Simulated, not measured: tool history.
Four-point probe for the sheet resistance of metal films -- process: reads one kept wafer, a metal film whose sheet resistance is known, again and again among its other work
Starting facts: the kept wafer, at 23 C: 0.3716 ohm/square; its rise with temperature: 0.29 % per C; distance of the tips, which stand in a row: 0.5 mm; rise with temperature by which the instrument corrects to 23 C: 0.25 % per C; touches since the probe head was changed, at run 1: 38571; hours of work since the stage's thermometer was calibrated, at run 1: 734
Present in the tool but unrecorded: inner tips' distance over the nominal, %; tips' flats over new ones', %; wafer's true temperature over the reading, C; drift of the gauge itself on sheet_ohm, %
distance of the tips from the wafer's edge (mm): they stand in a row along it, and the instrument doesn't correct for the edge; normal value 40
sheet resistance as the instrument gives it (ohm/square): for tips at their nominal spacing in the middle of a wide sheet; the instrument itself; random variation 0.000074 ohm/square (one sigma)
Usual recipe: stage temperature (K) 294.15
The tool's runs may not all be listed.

run	hour	stage temperature (K)	distance of the tips from the wafer's edge (mm)	touches since the probe head was changed	hours of work since the stage's thermometer was calibrated	sheet resistance as the instrument gives it (ohm/square)
1	0.0	294.15	40	38571	734	0.370777
2	25.1	294.15	40	39426	745	0.371067
3	62.3	294.15	40	40690	760	0.370942
4	91.4	294.15	40	41680	772	0.370789
5	130.9	294.15	40	43022	788	0.371044
6	155.9	294.15	40	43871	799	0.370773
# hour 159.9: stage's thermometer calibrated
7	197.5	293.15	29	45267	15	0.370802
8	222.2	294.15	20	46106	26	0.370930
# hour 246.7: stage's thermometer calibrated, once more
9	270.5	295.15	40	47732	10	0.370776
10	310.5	295.15	40	49092	26	0.370691
11	346.3	299.15	6	50309	41	0.372740

3 options for the next run, each taken on its own from the tool as it stands now. Forecast them:
A	371.2	295.15	3	51157	51	?
B	371.2	299.15	15	51157	51	?
C	371.2	294.15	28	51157	51	?

run	sheet resistance as the instrument gives it (ohm/square)
A	0.376032
B	0.371621
C	0.370628
What these runs would have given with no unlogged condition in the tool:
run	sheet resistance as the instrument gives it (ohm/square)
A	0.376833
B	0.372414
C	0.371418
